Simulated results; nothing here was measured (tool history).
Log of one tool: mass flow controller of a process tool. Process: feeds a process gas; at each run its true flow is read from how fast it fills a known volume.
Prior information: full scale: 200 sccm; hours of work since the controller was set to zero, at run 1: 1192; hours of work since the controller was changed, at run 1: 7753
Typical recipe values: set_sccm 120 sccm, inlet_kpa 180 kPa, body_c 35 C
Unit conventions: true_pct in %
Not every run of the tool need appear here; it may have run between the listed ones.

run    hour  set_sccm  inlet_kpa  body_c  hours of work since the controller was set to zero  hours of work since the controller was changed  true_pct
  1     0.0       120        180      35                                                1192                                            7753     94.43
  2   280.4       120        160      35                                                1394                                            7956     94.56
  3   469.1       103        180      35                                                1530                                            8092     94.34
  4   721.2       103        180      35                                                1712                                            8274     94.20
  5   873.6       103        180      35                                                1822                                            8384     94.40
  6  1158.1       103        180      35                                                2028                                            8589     94.27
  7  1342.6       120        255      35                                                2161                                            8723     94.02
  8  1599.7       120        255      35                                                2347                                            8908     94.15
  9  1824.3       155        180      35                                                2509                                            9070     94.59
 10  1992.5       155        210      35                                                2630                                            9192     94.43
     2116.4  -- controller exchanged for a calibrated one
 11  2116.4       155        210      35                                                   0                                               0     98.63
 12  2233.4       155        210      35                                                  84                                              84     98.72
 13  2396.3       169        210      35                                                 202                                             202     98.93
 14  2672.0       120        171      35                                                 401                                             401     98.32
 15  2857.0       120        171      35                                                 535                                             535     98.29
 16  3114.8       120        171      35                                                 721                                             721     98.34
 17  3363.4       120        171      28                                                 900                                             900     98.54
     3384.8  -- controller's zero set anew
 18  3602.1       120        171      28                                                 157                                            1072     98.72
 19  3758.9       120        171      28                                                 270                                            1186     98.75
     3785.7  -- controller's zero set anew, once more
 20  3932.9       120        257      28                                                 106                                            1311     98.01
 21  4184.1       120        257      28                                                 288                                            1492     97.94
 22  4415.5       120        257      28                                                 455                                            1659     98.00
 23  4588.1       120        257      28                                                 579                                            1784     97.90
 24  4816.8       120        257      28                                                 744                                            1949     97.95
 25  5046.9        25        257      34                                                 911                                            2115     97.30
 26  5331.3        25        257      34                                                1116                                            2321     97.47
 27  5563.1       145        268      26                                                1283                                            2488     98.12
 28  5727.8        44        180      35                                                1402                                            2607     97.14
 29  5882.7        44        180      40                                                1514                                            2719     96.73
 30  6026.7        44        180      40                                                1618                                            2823     96.79
 31  6192.6        44        180      40                                                1738                                            2943     96.81
 32  6433.5        43        227      20                                                1912                                            3116     98.18
 33  6685.9       180        244      31                                                2094                                            3299     97.93
 34  6938.9        20        147      31                                                2277                                            3481     99.28
 35  7053.5        20        147      31                                                2360                                            3564     99.28
 36  7257.3       126        165      32                                                2507                                            3711     97.30
 37  7379.7        36        162      35                                                2595                                            3800     97.73
 38  7538.4        59        197      28                                                2710                                            3914     97.32
 39  7675.8        59        197      28                                                2809                                            4013     97.43
 40  7913.3        32        248      39                                                2980                                            4185     97.76
 41  8032.4       188        248      31                                                3066                                            4271     97.57
 42  8288.3        60        212      23                                                3251                                            4456     97.77
 43  8476.7       120        237      26                                                3387                                            4592     97.32
 44  8693.2       120        237      26                                                3543                                            4748     97.28
 45  8865.5        31        195      22                                                3668                                            4873     99.28

The logged runs with the hidden state left out (each run's random variation unchanged):
Hidden conditions of the tool in this case: flow at rest that the sensor doesn't see, % of full scale; true flow over the shown one, %; drift of the gauge itself on true_pct, %.
run  true_pct
  1     98.29
  2     98.49
  3     98.23
  4     98.12
  5     98.35
  6     98.27
  7     98.14
  8     98.32
  9     98.95
 10     98.82
 11     98.64
 12     98.77
 13     99.02
 14     98.45
 15     98.46
 16     98.56
 17     98.81
 18     98.86
 19     98.92
 20     98.71
 21     98.69
 22     98.79
 23     98.73
 24     98.82
 25     97.28
 26     97.29
 27     99.19
 28     97.53
 29     97.10
 30     97.15
 31     97.15
 32     98.45
 33     99.35
 34     97.52
 35     97.44
 36     98.70
 37     97.49
 38     97.98
 39     98.09
 40     97.06
 41     99.38
 42     98.47
 43     98.93
 44     98.93
 45     98.17

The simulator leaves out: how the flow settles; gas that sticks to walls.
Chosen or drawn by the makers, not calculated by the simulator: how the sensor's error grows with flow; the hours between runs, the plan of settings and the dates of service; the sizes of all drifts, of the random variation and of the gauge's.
